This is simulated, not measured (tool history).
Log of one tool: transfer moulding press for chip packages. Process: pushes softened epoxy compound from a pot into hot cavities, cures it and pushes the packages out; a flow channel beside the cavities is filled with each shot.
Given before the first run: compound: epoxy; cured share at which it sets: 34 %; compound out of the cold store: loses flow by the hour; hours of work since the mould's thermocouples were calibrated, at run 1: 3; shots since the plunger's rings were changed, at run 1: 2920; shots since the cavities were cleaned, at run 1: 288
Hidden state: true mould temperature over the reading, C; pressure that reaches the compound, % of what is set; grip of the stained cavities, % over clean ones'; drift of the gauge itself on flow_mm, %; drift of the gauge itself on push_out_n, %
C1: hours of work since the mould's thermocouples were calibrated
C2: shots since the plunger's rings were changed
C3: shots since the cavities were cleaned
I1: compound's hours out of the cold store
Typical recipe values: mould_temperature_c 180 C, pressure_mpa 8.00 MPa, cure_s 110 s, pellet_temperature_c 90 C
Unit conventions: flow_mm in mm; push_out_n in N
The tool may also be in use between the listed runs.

Run 1, day 0.000: usual settings; C1 3; C2 2920; C3 288; I1 35.9. Result: flow_mm 742 mm, push_out_n 256 N.
Run 2, day 2.079: usual settings; C1 31; C2 3430; C3 798; I1 21.0. Result: flow_mm 768 mm, push_out_n 315 N.
At day 3.383: cavities cleaned with cleaning compound and waxed.
Run 3, day 5.267: usual settings; C1 72; C2 4197; C3 462; I1 15.9. Result: flow_mm 772 mm, push_out_n 371 N.
At day 6.508: plunger's sealing rings changed.
At day 8.042: cavities cleaned with cleaning compound and waxed.
Run 4, day 8.150: usual settings; C1 109; C2 388; C3 27; I1 36.6. Result: flow_mm 754 mm, push_out_n 217 N.
At day 9.621: cavities cleaned with cleaning compound and waxed, once more.
Run 5, day 12.025: usual settings but pressure_mpa 8.55 MPa; C1 160; C2 1323; C3 589; I1 42.1. Result: flow_mm 767 mm, push_out_n 300 N.
At day 14.304: cavities cleaned with cleaning compound and waxed.
Run 6, day 15.671: usual settings but pressure_mpa 8.55 MPa; C1 208; C2 2203; C3 335; I1 45.2. Result: flow_mm 757 mm, push_out_n 274 N.
Run 7, day 18.471: usual settings but cure_s 92 s; C1 246; C2 2891; C3 1023; I1 37.6. Result: flow_mm 741 mm, push_out_n 463 N.
At day 18.842: cavities cleaned with cleaning compound and waxed.
Run 8, day 22.288: usual settings but mould_temperature_c 177 C; C1 296; C2 3812; C3 846; I1 18.5. Result: flow_mm 784 mm, push_out_n 372 N.
At day 23.512: cavities cleaned with cleaning compound and waxed.
At day 25.146: plunger's sealing rings changed.
Run 9, day 25.850: usual settings but cure_s 132 s; C1 341; C2 172; C3 548; I1 19.0. Result: flow_mm 790 mm, push_out_n 254 N.
At day 28.188: cavities cleaned with cleaning compound and waxed.
Run 10, day 28.829: usual settings but cure_s 132 s; C1 380; C2 888; C3 158; I1 16.9. Result: flow_mm 791 mm, push_out_n 204 N.
Run 11, day 31.017: usual settings; C1 410; C2 1425; C3 695; I1 8.3. Result: flow_mm 805 mm, push_out_n 303 N.
At day 32.783: cavities cleaned with cleaning compound and waxed.
Run 12, day 34.900: usual settings but mould_temperature_c 175 C; C1 461; C2 2363; C3 520; I1 41.4. Result: flow_mm 763 mm, push_out_n 379 N.
At day 37.308: cavities cleaned with cleaning compound and waxed.
Run 13, day 38.412: usual settings but mould_temperature_c 175 C, pellet_temperature_c 89 C; C1 507; C2 3209; C3 271; I1 15.0. Result: flow_mm 803 mm, push_out_n 368 N.
Run 14, day 40.500: usual settings but mould_temperature_c 177 C, pressure_mpa 8.94 MPa, cure_s 126 s, pellet_temperature_c 91 C; C1 535; C2 3722; C3 784; I1 15.8. Result: flow_mm 837 mm, push_out_n 301 N.
At day 41.796: cavities cleaned with cleaning compound and waxed.
Run 15, day 42.762: usual settings but mould_temperature_c 188 C, pressure_mpa 9.35 MPa, cure_s 129 s, pellet_temperature_c 82 C; C1 565; C2 4261; C3 236; I1 19.1. Result: flow_mm 806 mm, push_out_n 210 N.
At day 43.767: plunger's sealing rings changed.
Run 16, day 45.738: usual settings but mould_temperature_c 188 C, pressure_mpa 9.35 MPa, cure_s 129 s, pellet_temperature_c 82 C; C1 603; C2 483; C3 941; I1 20.6. Result: flow_mm 820 mm, push_out_n 258 N.
At day 46.604: cavities cleaned with cleaning compound and waxed.
At day 48.654: mould's thermocouples calibrated.
Run 17, day 49.833: usual settings but mould_temperature_c 186 C, pressure_mpa 9.34 MPa, cure_s 139 s, pellet_temperature_c 91 C; C1 16; C2 1452; C3 771; I1 30.8. Result: flow_mm 797 mm, push_out_n 245 N.
At day 51.358: cavities cleaned with cleaning compound and waxed.
Run 18, day 52.521: usual settings but mould_temperature_c 186 C, pressure_mpa 9.34 MPa, cure_s 139 s, pellet_temperature_c 91 C; C1 51; C2 2097; C3 286; I1 27.0. Result: flow_mm 801 mm, push_out_n 207 N.
Run 19, day 55.650: usual settings but mould_temperature_c 186 C, pressure_mpa 9.34 MPa, cure_s 139 s, pellet_temperature_c 91 C; C1 93; C2 2865; C3 1054; I1 16.0. Result: flow_mm 817 mm, push_out_n 269 N.
At day 56.042: cavities cleaned with cleaning compound and waxed.
Run 20, day 57.442: usual settings but mould_temperature_c 174 C, pressure_mpa 7.79 MPa; C1 116; C2 3290; C3 345; I1 21.6. Result: flow_mm 779 mm, push_out_n 401 N.
Run 21, day 59.133: usual settings but mould_temperature_c 187 C, pressure_mpa 9.62 MPa, cure_s 149 s, pellet_temperature_c 85 C; C1 139; C2 3704; C3 759; I1 18.9. Result: flow_mm 820 mm, push_out_n 258 N.
At day 60.658: cavities cleaned with cleaning compound and waxed.
At day 62.429: plunger's sealing rings changed.
Run 22, day 63.208: usual settings but pellet_temperature_c 93 C; C1 191; C2 191; C3 601; I1 29.0. Result: flow_mm 768 mm, push_out_n 292 N.
At day 65.308: cavities cleaned with cleaning compound and waxed.
Run 23, day 65.308: usual settings but cure_s 108 s; C1 218; C2 691; C3 0; I1 31.4. Result: flow_mm 765 mm, push_out_n 200 N.
Run 24, day 69.146: usual settings but cure_s 108 s; C1 270; C2 1633; C3 942; I1 38.6. Result: flow_mm 745 mm, push_out_n 326 N.
At day 70.000: cavities cleaned with cleaning compound and waxed.
Run 25, day 71.900: usual settings but cure_s 95 s; C1 306; C2 2293; C3 466; I1 11.2. Result: flow_mm 791 mm, push_out_n 403 N.
At day 74.504: cavities cleaned with cleaning compound and waxed.
Run 26, day 74.579: usual settings but cure_s 95 s; C1 341; C2 2936; C3 18; I1 17.6. Result: flow_mm 776 mm, push_out_n 286 N.

Here are 5 independent what-if runs from the current tool condition. What would each one return?
Run A, day 76.800: usual settings but mould_temperature_c 187 C, cure_s 95 s; C1 371; C2 3481; C3 563; I1 34.3. Result: flow_mm ?, push_out_n ?.
Run B, day 76.800: usual settings but pressure_mpa 8.55 MPa, cure_s 95 s, pellet_temperature_c 99 C; C1 371; C2 3481; C3 563; I1 36.2. Result: flow_mm ?, push_out_n ?.
Run C, day 76.800: usual settings but pressure_mpa 6.22 MPa, cure_s 133 s, pellet_temperature_c 86 C; C1 371; C2 3481; C3 563; I1 14.6. Result: flow_mm ?, push_out_n ?.
Run D, day 76.800: usual settings but cure_s 95 s, pellet_temperature_c 95 C; C1 371; C2 3481; C3 563; I1 10.9. Result: flow_mm ?, push_out_n ?.
Run E, day 76.800: usual settings but mould_temperature_c 181 C, cure_s 116 s; C1 371; C2 3481; C3 563; I1 35.5. Result: flow_mm ?, push_out_n ?.

run  flow_mm  push_out_n
  A      721         280
  B      764         377
  C      689         251
  D      785         406
  E      742         275
With no hidden state in the tool, these same runs would have given:
run  flow_mm  push_out_n
  A      737         188
  B      780         244
  C      703         170
  D      801         262
  E      758         186
